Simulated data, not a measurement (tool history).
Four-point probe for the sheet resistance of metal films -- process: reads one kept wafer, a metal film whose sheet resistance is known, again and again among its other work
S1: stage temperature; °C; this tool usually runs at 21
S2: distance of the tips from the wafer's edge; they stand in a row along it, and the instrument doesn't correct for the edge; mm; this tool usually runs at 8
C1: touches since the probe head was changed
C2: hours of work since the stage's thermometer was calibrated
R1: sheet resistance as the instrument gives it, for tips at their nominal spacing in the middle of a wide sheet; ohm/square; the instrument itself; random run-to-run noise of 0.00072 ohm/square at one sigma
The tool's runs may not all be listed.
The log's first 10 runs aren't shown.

run   hour  S1  S2     C1   C2        R1
 11  149.4  21   8  10992  472  3.601749
 12  161.7  31   8  11431  477  3.625381
 13  181.7  26   8  12148  485   3.61328
 14  199.2  26   8  12774  493   3.61298
 15  212.3  19   8  13244  498  3.596574
 16  222.8  29   8  13620  503  3.620701
 17  242.8  21  30  14337  511  3.594779
 18  259.9  21  30  14947  518  3.595277
 19    269  21  30  15274  522  3.593715
 20  282.8  21  30  15768  528  3.594141
 21  301.5  21  30  16438  535  3.595434
 22  310.1  21   5  16747  539  3.613973
 23  322.4  21   5  17187  544  3.613894
 24  332.6  21   5  17553  548  3.612288
 25  351.3  23   7  18222  556  3.607523
 26  361.1  23   7  18574  560  3.607927
 27    378  26  69  19178  567  3.604847
 28  391.5  26  69  19662  573  3.604143
 29  401.6  31  37  20024  577  3.615576
 30  421.3  31  37  20728  586  3.615832

Run 31 comes next. What will it give?
 31  437.6  20   8  21313  592   ?

{"run 31": {"R1": 3.597961}}
The same run, on a tool lacking any hidden state, would have yielded R1 3.602348 ohm/square.
